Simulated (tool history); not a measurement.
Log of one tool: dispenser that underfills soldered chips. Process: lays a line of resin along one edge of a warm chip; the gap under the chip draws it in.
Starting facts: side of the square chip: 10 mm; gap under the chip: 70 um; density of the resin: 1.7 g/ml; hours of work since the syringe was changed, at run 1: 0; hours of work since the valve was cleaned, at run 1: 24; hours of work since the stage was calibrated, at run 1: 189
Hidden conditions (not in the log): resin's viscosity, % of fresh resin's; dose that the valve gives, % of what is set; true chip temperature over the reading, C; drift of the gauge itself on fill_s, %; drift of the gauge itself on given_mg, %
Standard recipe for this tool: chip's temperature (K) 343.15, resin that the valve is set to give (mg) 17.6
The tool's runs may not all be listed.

run   hour  chip's temperature (K)  resin that the valve is set to give (mg)  hours of work since the syringe was changed  hours of work since the valve was cleaned  hours of work since the stage was calibrated  time until the resin shows at the far edge (s)  resin that the valve gave (mg)
  1    0.0                  343.15                                      17.6                                            0                                         24                                           189                                            63.8                           17.23
  2    5.2                  343.15                                      17.6                                            3                                         27                                           192                                            80.9                           17.14
      11.7  -- new syringe of resin
  3   15.1                  343.15                                      17.6                                            2                                         34                                           198                                            77.4                           17.07
  4   22.7                  343.15                                      18.5                                            7                                         39                                           203                                           108.1                           17.93
      24.0  -- new syringe of resin
  5   34.9                  344.15                                      18.5                                            7                                         47                                           211                                           100.6                           17.78
      36.3  -- new syringe of resin
  6   46.9                  337.15                                      17.6                                            7                                         54                                           219                                           137.1                           16.82
      48.0  -- new syringe of resin
      51.9  -- dispensing valve cleaned and set on the balance
  7   57.2                  337.15                                      17.6                                            5                                          4                                           225                                           124.2                           17.54
      61.1  -- new syringe of resin
  8   63.9                  337.15                                      17.6                                            2                                          8                                           229                                            97.7                           17.51
  9   69.7                  337.15                                      17.6                                            6                                         12                                           233                                           127.3                           17.47
      72.7  -- new syringe of resin
 10   76.0                  337.15                                      17.6                                            2                                         16                                           237                                           100.3                           17.27
 11   82.1                  337.15                                      17.6                                            6                                         20                                           241                                           129.5                           17.34
      85.0  -- new syringe of resin
 12   93.1                  337.15                                      17.6                                            5                                         27                                           248                                           124.6                           17.20
      96.6  -- new syringe of resin
 13   98.5                  337.15                                      17.6                                            1                                         30                                           251                                            92.5                           17.09
 14  103.8                  337.15                                      17.6                                            5                                         33                                           255                                           118.0                           17.14
     108.5  -- new syringe of resin
 15  109.7                  337.15                                      17.6                                            1                                         37                                           259                                            91.4                           17.07
     120.1  -- new syringe of resin
 16  122.1                  343.15                                      17.7                                            1                                         45                                           267                                            73.9                           16.99
     132.3  -- new syringe of resin
 17  132.7                  343.15                                      17.6                                            0                                         52                                           273                                            67.4                           16.83
     141.0  -- dispensing valve cleaned and set on the balance
 18  144.3                  343.15                                      17.6                                            7                                          2                                           280                                           111.4                           17.59
     145.5  -- new syringe of resin
 19  150.0                  343.15                                      17.6                                            3                                          6                                           284                                            81.1                           17.58
     157.5  -- new syringe of resin
 20  162.4                  351.15                                      16.8                                            3                                         14                                           292                                            59.4                           16.55
 21  168.4                  356.15                                      16.9                                            7                                         18                                           296                                            62.5                           16.56
     169.9  -- new syringe of resin
 22  178.2                  345.15                                      20.2                                            6                                         24                                           302                                            87.4                           19.73
     182.0  -- new syringe of resin
 23  190.3                  343.15                                      18.8                                            6                                         32                                           310                                            96.2                           18.30
     194.1  -- new syringe of resin
 24  202.7                  347.15                                      17.6                                            6                                         40                                           318                                            82.4                           16.94
     205.8  -- new syringe of resin
 25  213.6                  351.15                                      15.0                                            5                                         47                                           325                                            70.5                           14.44
     217.2  -- new syringe of resin
 26  223.3                  349.15                                      17.9                                            4                                         53                                           331                                            68.6                           17.15
     229.2  -- new syringe of resin
     230.2  -- dispensing valve cleaned and set on the balance
 27  231.6                  349.15                                      17.9                                            1                                          1                                           336                                            54.0                           17.84
 28  240.4                  341.15                                      19.9                                            7                                          7                                           342                                           114.1                           19.69
     242.4  -- new syringe of resin
 29  247.2                  341.15                                      19.9                                            3                                         11                                           346                                            89.9                           19.64
     253.9  -- new syringe of resin
 30  253.9                  338.15                                      21.4                                            0                                         15                                           350                                            83.4                           21.19
 31  262.7                  353.15                                      19.7                                            6                                         21                                           356                                            63.4                           19.41
     265.7  -- new syringe of resin
 32  274.6                  334.15                                      22.6                                            6                                         29                                           364                                           148.7                           21.97
     277.2  -- new syringe of resin
 33  283.1                  355.15                                      19.8                                            4                                         34                                           369                                            52.5                           19.19
     289.0  -- new syringe of resin
 34  292.4                  343.15                                      21.8                                            2                                         40                                           375                                            78.5                           21.05

Hidden state at the last listed run before each entry between runs and at the first one after, where it differs:
Runs 2 to 3: new syringe of resin (hour 11.7)
  resin's viscosity, % of fresh resin's: 125.1 -> 118.8; dose that the valve gives, % of what is set: 97.56 -> 96.99; true chip temperature over the reading, C: -0.95 -> -1
  measured minus no-state result, time until the resin shows at the far edge (s): +19.2 -> +15.5; resin that the valve gave (mg): -0.43 -> -0.52
Runs 4 to 5: new syringe of resin (hour 24.0)
  resin's viscosity, % of fresh resin's: 165.3 -> 160.6; dose that the valve gives, % of what is set: 96.6 -> 95.98; true chip temperature over the reading, C: -1.03 -> -1.09
  measured minus no-state result, time until the resin shows at the far edge (s): +46.0 -> +41.4; resin that the valve gave (mg): -0.63 -> -0.74
Runs 5 to 6: new syringe of resin (hour 36.3)
  resin's viscosity, % of fresh resin's: 160.6 -> 159.8; dose that the valve gives, % of what is set: 95.98 -> 95.35; true chip temperature over the reading, C: -1.09 -> -1.14
  measured minus no-state result, time until the resin shows at the far edge (s): +41.4 -> +56.5; resin that the valve gave (mg): -0.74 -> -0.82
Runs 6 to 7: new syringe of resin (hour 48.0); dispensing valve cleaned and set on the balance (hour 51.9)
  resin's viscosity, % of fresh resin's: 159.8 -> 144.4; dose that the valve gives, % of what is set: 95.35 -> 99.65; true chip temperature over the reading, C: -1.14 -> -1.18
  measured minus no-state result, time until the resin shows at the far edge (s): +56.5 -> +42.7; resin that the valve gave (mg): -0.82 -> -0.06
Runs 7 to 8: new syringe of resin (hour 61.1)
  resin's viscosity, % of fresh resin's: 144.4 -> 114.4; dose that the valve gives, % of what is set: 99.65 -> 99.27; true chip temperature over the reading, C: -1.18 -> -1.2
  measured minus no-state result, time until the resin shows at the far edge (s): +42.7 -> +17.1; resin that the valve gave (mg): -0.06 -> -0.13
Runs 9 to 10: new syringe of resin (hour 72.7)
  resin's viscosity, % of fresh resin's: 147.5 -> 114.8; dose that the valve gives, % of what is set: 98.97 -> 98.66; true chip temperature over the reading, C: -1.23 -> -1.25
  measured minus no-state result, time until the resin shows at the far edge (s): +45.8 -> +18.0; resin that the valve gave (mg): -0.18 -> -0.23
Runs 11 to 12: new syringe of resin (hour 85.0)
  resin's viscosity, % of fresh resin's: 149.6 -> 141.8; dose that the valve gives, % of what is set: 98.31 -> 97.72; true chip temperature over the reading, C: -1.28 -> -1.33
  measured minus no-state result, time until the resin shows at the far edge (s): +48.1 -> +42.4; resin that the valve gave (mg): -0.30 -> -0.41
Runs 12 to 13: new syringe of resin (hour 96.6)
  resin's viscosity, % of fresh resin's: 141.8 -> 107.1; dose that the valve gives, % of what is set: 97.72 -> 97.43; true chip temperature over the reading, C: -1.33 -> -1.36
  measured minus no-state result, time until the resin shows at the far edge (s): +42.4 -> +11.7; resin that the valve gave (mg): -0.41 -> -0.45
Runs 14 to 15: new syringe of resin (hour 108.5)
  resin's viscosity, % of fresh resin's: 134.8 -> 106.1; dose that the valve gives, % of what is set: 97.12 -> 96.8; true chip temperature over the reading, C: -1.38 -> -1.41
  measured minus no-state result, time until the resin shows at the far edge (s): +36.3 -> +11.3; resin that the valve gave (mg): -0.51 -> -0.56
Runs 15 to 16: new syringe of resin (hour 120.1)
  resin's viscosity, % of fresh resin's: 106.1 -> 111.3; dose that the valve gives, % of what is set: 96.8 -> 96.15; true chip temperature over the reading, C: -1.41 -> -1.46
  measured minus no-state result, time until the resin shows at the far edge (s): +11.3 -> +12.1; resin that the valve gave (mg): -0.56 -> -0.68
Runs 16 to 17: new syringe of resin (hour 132.3)
  resin's viscosity, % of fresh resin's: 111.3 -> 101.6; dose that the valve gives, % of what is set: 96.15 -> 95.59; true chip temperature over the reading, C: -1.46 -> -1.51
  measured minus no-state result, time until the resin shows at the far edge (s): +12.1 -> +5.9; resin that the valve gave (mg): -0.68 -> -0.77
Runs 17 to 18: dispensing valve cleaned and set on the balance (hour 141.0)
  resin's viscosity, % of fresh resin's: 101.6 -> 161.6; dose that the valve gives, % of what is set: 95.59 -> 99.75; true chip temperature over the reading, C: -1.51 -> -1.56
  measured minus no-state result, time until the resin shows at the far edge (s): +5.9 -> +47.1; resin that the valve gave (mg): -0.77 -> -0.05
Runs 18 to 19: new syringe of resin (hour 145.5)
  resin's viscosity, % of fresh resin's: 161.6 -> 121.7; dose that the valve gives, % of what is set: 99.75 -> 99.41; true chip temperature over the reading, C: -1.56 -> -1.58
  measured minus no-state result, time until the resin shows at the far edge (s): +47.1 -> +19.2; resin that the valve gave (mg): -0.05 -> -0.10
Runs 19 to 20: new syringe of resin (hour 157.5)
  resin's viscosity, % of fresh resin's: 121.7 -> 124.1; dose that the valve gives, % of what is set: 99.41 -> 98.73; true chip temperature over the reading, C: -1.58 -> -1.63
  measured minus no-state result, time until the resin shows at the far edge (s): +19.2 -> +14.8; resin that the valve gave (mg): -0.10 -> -0.21
Runs 21 to 22: new syringe of resin (hour 169.9)
  resin's viscosity, % of fresh resin's: 161.3 -> 143.5; dose that the valve gives, % of what is set: 98.39 -> 97.83; true chip temperature over the reading, C: -1.66 -> -1.71
  measured minus no-state result, time until the resin shows at the far edge (s): +26.6 -> +31.0; resin that the valve gave (mg): -0.27 -> -0.43
Runs 22 to 23: new syringe of resin (hour 182.0)
  resin's viscosity, % of fresh resin's: 143.5 -> 144.4; dose that the valve gives, % of what is set: 97.83 -> 97.18; true chip temperature over the reading, C: -1.71 -> -1.76
  measured minus no-state result, time until the resin shows at the far edge (s): +31.0 -> +34.9; resin that the valve gave (mg): -0.43 -> -0.53
Runs 23 to 24: new syringe of resin (hour 194.1)
  resin's viscosity, % of fresh resin's: 144.4 -> 143.4; dose that the valve gives, % of what is set: 97.18 -> 96.52; true chip temperature over the reading, C: -1.76 -> -1.81
  measured minus no-state result, time until the resin shows at the far edge (s): +34.9 -> +29.6; resin that the valve gave (mg): -0.53 -> -0.61
Runs 24 to 25: new syringe of resin (hour 205.8)
  resin's viscosity, % of fresh resin's: 143.4 -> 141.5; dose that the valve gives, % of what is set: 96.52 -> 95.89; true chip temperature over the reading, C: -1.81 -> -1.86
  measured minus no-state result, time until the resin shows at the far edge (s): +29.6 -> +25.3; resin that the valve gave (mg): -0.61 -> -0.62
Runs 25 to 26: new syringe of resin (hour 217.2)
  resin's viscosity, % of fresh resin's: 141.5 -> 130.3; dose that the valve gives, % of what is set: 95.89 -> 95.37; true chip temperature over the reading, C: -1.86 -> -1.9
  measured minus no-state result, time until the resin shows at the far edge (s): +25.3 -> +20.4; resin that the valve gave (mg): -0.62 -> -0.83
Runs 26 to 27: new syringe of resin (hour 229.2); dispensing valve cleaned and set on the balance (hour 230.2)
  resin's viscosity, % of fresh resin's: 130.3 -> 105.8; dose that the valve gives, % of what is set: 95.37 -> 99.76; true chip temperature over the reading, C: -1.9 -> -1.93
  measured minus no-state result, time until the resin shows at the far edge (s): +20.4 -> +7.1; resin that the valve gave (mg): -0.83 -> -0.04
Runs 28 to 29: new syringe of resin (hour 242.4)
  resin's viscosity, % of fresh resin's: 155.2 -> 123.7; dose that the valve gives, % of what is set: 99.29 -> 98.98; true chip temperature over the reading, C: -1.97 -> -1.99
  measured minus no-state result, time until the resin shows at the far edge (s): +46.9 -> +23.6; resin that the valve gave (mg): -0.14 -> -0.20
Runs 29 to 30: new syringe of resin (hour 253.9)
  resin's viscosity, % of fresh resin's: 123.7 -> 101.1; dose that the valve gives, % of what is set: 98.98 -> 98.65; true chip temperature over the reading, C: -1.99 -> -2.02
  measured minus no-state result, time until the resin shows at the far edge (s): +23.6 -> +8.2; resin that the valve gave (mg): -0.20 -> -0.29
Runs 31 to 32: new syringe of resin (hour 265.7)
  resin's viscosity, % of fresh resin's: 148.2 -> 148; dose that the valve gives, % of what is set: 98.17 -> 97.54; true chip temperature over the reading, C: -2.06 -> -2.11
  measured minus no-state result, time until the resin shows at the far edge (s): +24.3 -> +57.6; resin that the valve gave (mg): -0.36 -> -0.56
Runs 32 to 33: new syringe of resin (hour 277.2)
  resin's viscosity, % of fresh resin's: 148 -> 129.2; dose that the valve gives, % of what is set: 97.54 -> 97.08; true chip temperature over the reading, C: -2.11 -> -2.15
  measured minus no-state result, time until the resin shows at the far edge (s): +57.6 -> +15.4; resin that the valve gave (mg): -0.56 -> -0.57
Runs 33 to 34: new syringe of resin (hour 289.0)
  resin's viscosity, % of fresh resin's: 129.2 -> 116.4; dose that the valve gives, % of what is set: 97.08 -> 96.6; true chip temperature over the reading, C: -2.15 -> -2.19
  measured minus no-state result, time until the resin shows at the far edge (s): +15.4 -> +17.5; resin that the valve gave (mg): -0.57 -> -0.74
